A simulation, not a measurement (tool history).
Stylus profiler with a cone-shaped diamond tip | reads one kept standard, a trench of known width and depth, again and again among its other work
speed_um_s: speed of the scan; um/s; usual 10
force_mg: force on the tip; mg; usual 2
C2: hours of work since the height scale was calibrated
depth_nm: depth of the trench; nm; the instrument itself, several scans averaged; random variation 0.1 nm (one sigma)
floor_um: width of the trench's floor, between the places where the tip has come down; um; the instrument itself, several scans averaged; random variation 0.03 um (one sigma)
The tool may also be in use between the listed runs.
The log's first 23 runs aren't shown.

run 24 hour=2305.6 | speed_um_s=3 force_mg=1.5 | scans_with_this_tip=9385 C2=801 | depth_nm=100.27 floor_um=28.02
run 25 hour=2370.6 | speed_um_s=3 force_mg=1.5 | scans_with_this_tip=9718 C2=852 | depth_nm=100.22 floor_um=27.99
run 26 hour=2493.4 | speed_um_s=35 force_mg=1.38 | scans_with_this_tip=10346 C2=948 | depth_nm=100.26 floor_um=27.75
run 27 hour=2611.4 | speed_um_s=33 force_mg=0.73 | scans_with_this_tip=10951 C2=1040 | depth_nm=99.87 floor_um=27.7
run 28 hour=2728.9 | speed_um_s=10 force_mg=3.2 | scans_with_this_tip=11553 C2=1132 | depth_nm=100.22 floor_um=27.95
run 29 hour=2796.9 | speed_um_s=6 force_mg=1.48 | scans_with_this_tip=11901 C2=1185 | depth_nm=99.95 floor_um=27.87
run 30 hour=2913.5 | speed_um_s=6 force_mg=1.48 | scans_with_this_tip=12498 C2=1277 | depth_nm=100.05 floor_um=27.83
run 31 hour=3042.6 | speed_um_s=27 force_mg=2.78 | scans_with_this_tip=13159 C2=1378 | depth_nm=100.19 floor_um=27.78

Forecast each of these 3 alternatives for the next run:
run A hour=3125.1 | speed_um_s=2 force_mg=2.78 | scans_with_this_tip=13582 C2=1442 | depth_nm=? floor_um=?
run B hour=3125.1 | speed_um_s=35 force_mg=1.58 | scans_with_this_tip=13582 C2=1442 | depth_nm=? floor_um=?
run C hour=3125.1 | speed_um_s=38 force_mg=1.09 | scans_with_this_tip=13582 C2=1442 | depth_nm=? floor_um=?

run=A depth_nm=100.23 floor_um=27.77
run=B depth_nm=100.05 floor_um=27.67
run=C depth_nm=99.84 floor_um=27.65
Without the tool's hidden state the same runs would have given:
run=A depth_nm=100.87 floor_um=28.53
run=B depth_nm=100.69 floor_um=28.43
run=C depth_nm=100.49 floor_um=28.41
